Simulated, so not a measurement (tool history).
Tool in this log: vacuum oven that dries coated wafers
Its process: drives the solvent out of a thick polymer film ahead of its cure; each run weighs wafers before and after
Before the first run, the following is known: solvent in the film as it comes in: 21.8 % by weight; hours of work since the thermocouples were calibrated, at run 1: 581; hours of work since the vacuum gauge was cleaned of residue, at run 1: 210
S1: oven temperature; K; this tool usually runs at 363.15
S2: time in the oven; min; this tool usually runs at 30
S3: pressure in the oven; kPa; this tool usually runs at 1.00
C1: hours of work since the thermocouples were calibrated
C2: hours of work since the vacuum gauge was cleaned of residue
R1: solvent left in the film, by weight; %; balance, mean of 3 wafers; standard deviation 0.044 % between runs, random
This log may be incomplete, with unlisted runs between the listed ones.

run,hour,S1,S2,S3,C1,C2,R1
1,0.0,363.15,30,1.00,581,210,2.36
2,78.0,363.15,30,1.00,618,247,2.38
3,145.6,363.15,30,1.00,650,278,2.42
4,226.7,363.15,30,1.00,688,317,2.48
5,296.4,363.15,30,1.00,721,350,2.49
6,362.7,363.15,30,2.48,753,381,3.59
7,411.1,363.15,30,2.48,775,404,3.55
8,466.4,363.15,32,1.00,802,430,2.29
9,523.4,363.15,30,1.00,828,457,2.51
10,594.4,363.15,18,1.00,862,490,5.02
11,672.3,364.15,30,1.00,899,527,2.33
12,740.8,360.15,30,1.00,931,559,3.33
13,798.0,360.15,30,1.00,958,586,3.17
14,868.1,360.15,30,1.00,991,620,3.39
15,932.9,358.15,30,1.00,1022,650,3.90
16,998.6,358.15,30,1.00,1053,681,3.89
17,1043.0,358.15,30,1.00,1074,702,3.93
18,1092.7,358.15,28,1.00,1097,726,4.29
19,1143.8,358.15,28,1.00,1121,750,4.28
20,1216.2,372.15,30,1.00,1155,784,1.31
# hour 1237.3: oven's thermocouples calibrated
21,1278.4,372.15,30,1.00,19,812,1.14
22,1319.8,372.15,30,1.00,39,832,1.12
23,1398.9,377.15,30,1.00,76,869,0.68
24,1476.9,377.15,30,0.78,113,906,0.65
25,1533.8,377.15,30,0.78,140,933,0.74
26,1579.8,352.15,47,0.76,162,955,2.90
27,1645.0,356.15,29,0.76,192,985,4.01
28,1679.7,356.15,17,1.95,209,1002,7.93
29,1717.7,375.15,30,1.00,227,1020,0.99
30,1764.1,354.15,26,1.00,249,1042,5.45
31,1843.8,352.15,26,2.56,286,1079,7.54
32,1925.1,352.15,26,2.56,325,1118,7.58
33,2007.4,363.15,17,0.64,364,1156,5.08
34,2065.8,364.15,47,0.96,391,1184,1.33
35,2149.0,364.15,47,0.96,430,1223,1.36
36,2210.2,364.15,47,0.96,459,1252,1.29
37,2261.7,364.15,47,0.96,484,1276,1.35
38,2296.0,350.15,24,1.60,500,1293,8.01
39,2357.6,350.15,24,1.60,529,1322,8.05
40,2435.9,350.15,24,1.60,566,1359,8.24
41,2506.9,371.15,27,0.67,599,1392,1.50
42,2546.9,351.15,30,1.00,618,1411,6.03
43,2599.7,364.15,21,1.06,643,1436,4.12
44,2648.5,363.15,27,1.17,666,1459,3.21
45,2689.0,357.15,30,1.00,685,1478,4.18
46,2732.1,357.15,30,1.00,706,1499,4.22

4 ways to go on from here, each from the tool as it stands after run 46. What would each give?
# hour 2765.4: vacuum gauge cleaned of residue and calibrated
A,2791.9,357.15,17,0.50,733,13,?
# hour 2765.4: vacuum gauge cleaned of residue and calibrated
B,2791.9,356.15,30,1.58,733,13,?
# hour 2765.4: vacuum gauge cleaned of residue and calibrated
C,2791.9,357.15,30,1.00,733,13,?
# hour 2765.4: vacuum gauge cleaned of residue and calibrated
D,2791.9,349.15,52,1.00,733,13,?

run,R1
A,6.72
B,4.60
C,3.81
D,3.32
With the hidden condition removed and each run's random variation left untouched, the same runs would have given:
run,R1
A,6.26
B,4.18
C,3.42
D,2.96
